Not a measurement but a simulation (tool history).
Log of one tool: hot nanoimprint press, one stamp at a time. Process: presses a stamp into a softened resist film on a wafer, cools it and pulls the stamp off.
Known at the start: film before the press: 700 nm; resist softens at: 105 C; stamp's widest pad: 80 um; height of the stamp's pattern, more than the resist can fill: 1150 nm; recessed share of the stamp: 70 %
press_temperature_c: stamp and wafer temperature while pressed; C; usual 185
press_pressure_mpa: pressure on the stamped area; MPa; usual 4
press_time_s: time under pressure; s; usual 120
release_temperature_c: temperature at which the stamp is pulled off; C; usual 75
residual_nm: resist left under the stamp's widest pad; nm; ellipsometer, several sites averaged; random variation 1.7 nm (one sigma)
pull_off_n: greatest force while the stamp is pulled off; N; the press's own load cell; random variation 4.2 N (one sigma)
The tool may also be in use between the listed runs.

run,hour,press_temperature_c,press_pressure_mpa,press_time_s,release_temperature_c,residual_nm,pull_off_n
1,0,185,4,120,75,288.8,228
2,20.8,185,4,120,75,289.6,227
3,53,185,4,120,75,287.4,220
4,91.9,185,4,120,75,287.1,230
5,133.1,185,4,120,75,289.7,221
6,169.9,185,4,120,75,291.3,227
7,202.3,191,4,120,75,229.8,238
8,241.9,191,4,120,65,231.3,252
9,284.8,191,4,120,65,228.3,261
10,306.9,185,4,120,75,293.8,239
11,337.5,185,5.54,120,75,255,210
12,376,185,4,126,75,287.8,203
13,412.2,185,4,120,73,296.9,214
14,435.3,178,2.76,84,73,484.5,210
15,478.2,178,2.76,211,75,367.1,212
16,497.9,183,4.41,120,72,308.7,224
17,518.5,183,4.41,120,72,309.5,216
18,551.4,183,4.41,120,72,312.1,226
19,573,183,2.64,134,72,361.1,220

Taken out of this log: 1 entry between the listed runs. Where each belongs, and how the hidden state differs across it:
Between runs 10 and 11: stamp cleaned and given a new release coat (hour 324.1)
  true temperature over the reading, C: -0.89 -> -0.92; pressure that arrives at the usual setting, %: 96.27 -> 96.21; grip of the stamp's worn release coat, % over a new coat's: 14.2 -> 0.2
  measured less the result without the state, residual_nm: +14.9 -> +15.5 nm; pull_off_n: +32 -> +2 N

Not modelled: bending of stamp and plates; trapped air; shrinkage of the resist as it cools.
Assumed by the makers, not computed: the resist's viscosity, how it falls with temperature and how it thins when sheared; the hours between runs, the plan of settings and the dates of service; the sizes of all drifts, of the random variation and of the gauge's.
